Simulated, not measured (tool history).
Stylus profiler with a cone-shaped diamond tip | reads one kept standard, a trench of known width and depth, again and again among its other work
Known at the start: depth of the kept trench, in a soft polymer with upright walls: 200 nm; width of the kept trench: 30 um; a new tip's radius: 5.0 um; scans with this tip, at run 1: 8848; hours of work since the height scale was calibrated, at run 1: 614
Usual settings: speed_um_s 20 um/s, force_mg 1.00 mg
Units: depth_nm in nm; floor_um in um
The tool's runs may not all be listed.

run   hour  speed_um_s  force_mg  scans with this tip  hours of work since the height scale was calibrated  depth_nm  floor_um
  1    0.0          20      1.00                 8848                                                  614    201.76     25.82
  2   18.1          17      1.00                 9054                                                  629    201.82     25.84
  3   37.8          17      1.00                 9280                                                  644    201.77     25.78
  4   52.1          22      1.00                 9444                                                  656    201.73     25.71
  5   72.2          20      0.56                 9675                                                  672    201.33     25.60
  6   89.8          20      0.56                 9875                                                  686    201.35     25.56
  7  109.8          20      0.56                10105                                                  702    201.37     25.62
  8  122.8          20      0.56                10253                                                  712    201.38     25.54
  9  141.6          20      0.56                10469                                                  727    201.34     25.53
 10  161.1          20      0.56                10692                                                  742    201.38     25.50
 11  179.9          20      0.56                10907                                                  757    201.36     25.48
 12  191.9          21      0.38                11044                                                  767    201.07     25.42
 13  212.0           6      2.12                11274                                                  783    202.80     25.72
 14  227.0          15      0.72                11446                                                  795    201.65     25.53
 15  239.3          15      0.72                11587                                                  805    201.58     25.53
 16  249.9          15      0.72                11709                                                  813    201.55     25.52
 17  268.5          15      0.72                11921                                                  828    201.58     25.47
 18  278.1          13      0.73                12031                                                  835    201.57     25.51
 19  287.9          13      0.73                12144                                                  843    201.60     25.43
     298.4  -- height scale calibrated on a step standard
 20  301.0          13      0.73                12287                                                    2    201.15     25.42
 21  313.9          21      2.77                12435                                                   12    202.85     25.43

3 ways to go on from here, each from the tool as it stands after run 21. What would each give?
  A  328.3          22      1.36                12600                                                   24         ?         ?
  B  328.3          29      2.78                12600                                                   24         ?         ?
  C  328.3          20      0.43                12600                                                   24         ?         ?

run  depth_nm  floor_um
  A    201.84     25.35
  B    202.86     25.40
  C    200.85     25.30
Without the tool's hidden state the same runs would have given:
run  depth_nm  floor_um
  A    201.87     26.97
  B    202.88     27.02
  C    200.87     26.93
